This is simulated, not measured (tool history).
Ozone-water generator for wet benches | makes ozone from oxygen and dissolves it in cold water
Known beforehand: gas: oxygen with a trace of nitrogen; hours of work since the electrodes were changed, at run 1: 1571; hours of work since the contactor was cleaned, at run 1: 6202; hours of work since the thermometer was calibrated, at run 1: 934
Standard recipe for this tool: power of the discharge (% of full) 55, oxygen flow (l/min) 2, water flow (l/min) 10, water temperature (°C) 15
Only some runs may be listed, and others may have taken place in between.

| run | hour | power of the discharge (% of full) | oxygen flow (l/min) | water flow (l/min) | water temperature (°C) | hours of work since the electrodes were changed | hours of work since the contactor was cleaned | hours of work since the thermometer was calibrated | dissolved ozone (ppm) | ozone in the gas ahead of the water (g/m3) |
|---|---|---|---|---|---|---|---|---|---|---|
| 1 | 0 | 55 | 2 | 10 | 15 | 1571 | 6202 | 934 | 19.9 | 186.9 |
| 2 | 43.1 | 55 | 2.65 | 10 | 15 | 1610 | 6241 | 973 | 20 | 160.2 |
| 3 | 89.6 | 55 | 2 | 10 | 15 | 1652 | 6283 | 1015 | 19.9 | 188.8 |
| 4 | 114.5 | 55 | 2 | 10 | 15 | 1674 | 6305 | 1037 | 19.8 | 189.1 |
| 5 | 149.8 | 55 | 2 | 10 | 15 | 1706 | 6337 | 1069 | 20.1 | 190.5 |
| 6 | 190.2 | 55 | 2 | 10 | 15 | 1742 | 6374 | 1105 | 19.7 | 188.1 |
| 7 | 212.9 | 55 | 2 | 10 | 15 | 1763 | 6394 | 1126 | 19.6 | 190.6 |
| 8 | 262.1 | 55 | 2 | 10 | 15 | 1807 | 6438 | 1170 | 20 | 189.5 |
| 9 | 303.2 | 55 | 2 | 10 | 15 | 1844 | 6475 | 1207 | 19.7 | 189.5 |
| 10 | 331.9 | 55 | 2 | 10 | 15 | 1870 | 6501 | 1233 | 19.9 | 191.3 |
|  | 360.2 | contactor cleaned |
| 11 | 368.2 | 55 | 2 | 10 | 15 | 1899 | 7 | 1262 | 19.7 | 189.4 |
| 12 | 411.3 | 55 | 2 | 10 | 15 | 1938 | 46 | 1301 | 20 | 189.7 |
| 13 | 449.8 | 55 | 2 | 10 | 15 | 1972 | 81 | 1335 | 20.1 | 190.4 |
| 14 | 470.6 | 55 | 2 | 10 | 15 | 1991 | 99 | 1354 | 19.9 | 189.2 |
| 15 | 510.7 | 55 | 1.65 | 10 | 15 | 2027 | 135 | 1390 | 19.7 | 212.8 |
| 16 | 555 | 99 | 1.65 | 10 | 20 | 2067 | 175 | 1430 | 25.9 | 299.6 |
| 17 | 584.9 | 91 | 2 | 14 | 14 | 2094 | 202 | 1457 | 19.5 | 251.1 |
| 18 | 635.2 | 48 | 1.8 | 9 | 22 | 2139 | 247 | 1502 | 18.7 | 188.4 |
| 19 | 684.8 | 48 | 2.57 | 6 | 22 | 2184 | 292 | 1547 | 23.1 | 149 |
| 20 | 733.3 | 48 | 2.57 | 6 | 22 | 2227 | 336 | 1590 | 23 | 150.2 |
| 21 | 770 | 55 | 2 | 8 | 8 | 2260 | 369 | 1623 | 26.3 | 188.6 |
| 22 | 816 | 55 | 2 | 8 | 8 | 2302 | 410 | 1665 | 26.5 | 190.4 |
| 23 | 839.2 | 55 | 2 | 8 | 8 | 2323 | 431 | 1686 | 26.2 | 192.5 |
| 24 | 881.5 | 48 | 2.97 | 8 | 8 | 2361 | 469 | 1724 | 23.8 | 136.7 |
| 25 | 906.3 | 48 | 3.57 | 11 | 8 | 2383 | 491 | 1746 | 18.3 | 123.2 |
| 26 | 944.7 | 83 | 2 | 10 | 8 | 2418 | 526 | 1781 | 27.3 | 242 |
| 27 | 981.2 | 53 | 2 | 10 | 8 | 2450 | 559 | 1813 | 21 | 185.5 |
| 28 | 1028.5 | 53 | 1.93 | 10 | 8 | 2493 | 601 | 1856 | 20.9 | 190.8 |
| 29 | 1074 | 53 | 1.93 | 10 | 8 | 2534 | 642 | 1897 | 21.2 | 188.7 |

Below are 4 alternative next runs, each starting from the tool's condition after run 29. Predict each:
| A | 1101.3 | 55 | 2 | 8 | 7 | 2559 | 667 | 1921 | ? | ? |
| B | 1101.3 | 97 | 2 | 10 | 15 | 2559 | 667 | 1921 | ? | ? |
| C | 1101.3 | 55 | 3.11 | 10 | 11 | 2559 | 667 | 1921 | ? | ? |
| D | 1101.3 | 53 | 1.93 | 10 | 11 | 2559 | 667 | 1921 | ? | ? |

| run | dissolved ozone (ppm) | ozone in the gas ahead of the water (g/m3) |
|---|---|---|
| A | 26.6 | 190.4 |
| B | 27.5 | 260.9 |
| C | 20.8 | 143.6 |
| D | 20.4 | 190.4 |
Had the tool no hidden state, the same runs would have come out as:
| run | dissolved ozone (ppm) | ozone in the gas ahead of the water (g/m3) |
|---|---|---|
| A | 26.6 | 190.6 |
| B | 27.5 | 261.1 |
| C | 20.8 | 143.7 |
| D | 20.4 | 190.5 |
